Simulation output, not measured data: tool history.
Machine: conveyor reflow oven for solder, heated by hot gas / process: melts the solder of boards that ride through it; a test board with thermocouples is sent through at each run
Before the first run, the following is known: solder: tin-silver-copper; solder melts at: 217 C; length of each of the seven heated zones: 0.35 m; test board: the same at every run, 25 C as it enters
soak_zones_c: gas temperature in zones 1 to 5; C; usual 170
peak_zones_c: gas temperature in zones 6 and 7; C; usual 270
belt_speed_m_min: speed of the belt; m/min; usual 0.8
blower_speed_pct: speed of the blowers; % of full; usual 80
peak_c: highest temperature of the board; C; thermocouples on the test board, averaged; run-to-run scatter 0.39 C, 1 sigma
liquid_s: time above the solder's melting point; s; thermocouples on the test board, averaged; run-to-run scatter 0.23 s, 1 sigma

run,hour,soak_zones_c,peak_zones_c,belt_speed_m_min,blower_speed_pct,peak_c,liquid_s
1,0,170,270,0.8,80,256.5,41.3
2,17.9,170,270,0.8,80,256.3,41.2
3,48.7,170,270,0.8,80,255.8,41.3
4,77.3,170,270,0.955,80,250.7,31.1
5,103.4,170,270,0.955,80,249.7,31.3
6,118.5,170,270,0.8,80,256.1,41.2
7,148.4,170,270,0.8,80,256,40.9
8,165.5,170,270,0.8,80,255.4,40.7
9,187.5,170,270,0.8,80,255.5,41
# hour 193.4: belt drive overhauled, speed set with a stopwatch
10,214.5,170,270,0.8,80,255.3,41.2
11,248.5,170,270,0.8,80,255.9,40.8
12,276.9,170,270,0.8,80,255.7,40.8
13,303.6,170,270,0.8,80,255.3,41
# hour 315.4: belt drive overhauled, speed set with a stopwatch, once more
14,323.5,170,270,0.8,80,254.5,39.5
15,341.7,174,270,0.8,80,254.8,40.1
16,367.2,174,270,0.8,80,255,39.9
17,385.9,176,276,0.949,90,256,34.4
18,411.2,176,276,0.949,90,256.7,34.6
19,433.4,170,266,0.863,68,244.2,30.2
20,463.6,170,266,0.863,68,244.1,29.7
# hour 470.7: flux residue cleaned out of gas plates and filters
21,502.6,182,284,0.863,75,266.8,43.5
22,524.8,182,284,0.863,61,261.4,41
23,557.5,167,270,0.732,63,254.3,41.3
24,591.5,170,267,0.671,80,258.3,50.1
25,624.3,166,267,0.805,58,245.1,31.9
26,651,181,274,0.812,69,257.9,42.5
27,668.7,175,265,0.695,82,256.4,49.3
28,697.6,170,281,0.786,80,266.1,44.7
29,732.1,170,269,0.722,57,251.1,41.4
30,754.2,170,269,0.722,57,250.8,41.4

Forecast each of these 3 alternatives for the next run:
A,786.7,170,259,0.722,57,?,?
B,786.7,159,269,0.657,59,?,?
C,786.7,170,284,0.843,61,?,?

run,peak_c,liquid_s
A,242.3,35.9
B,252.9,44.1
C,258.3,38.2
Take away the tool's hidden state, keep each run's random variation, and the runs would have read:
run,peak_c,liquid_s
A,242.2,36.1
B,252.9,44.1
C,258.9,38.4

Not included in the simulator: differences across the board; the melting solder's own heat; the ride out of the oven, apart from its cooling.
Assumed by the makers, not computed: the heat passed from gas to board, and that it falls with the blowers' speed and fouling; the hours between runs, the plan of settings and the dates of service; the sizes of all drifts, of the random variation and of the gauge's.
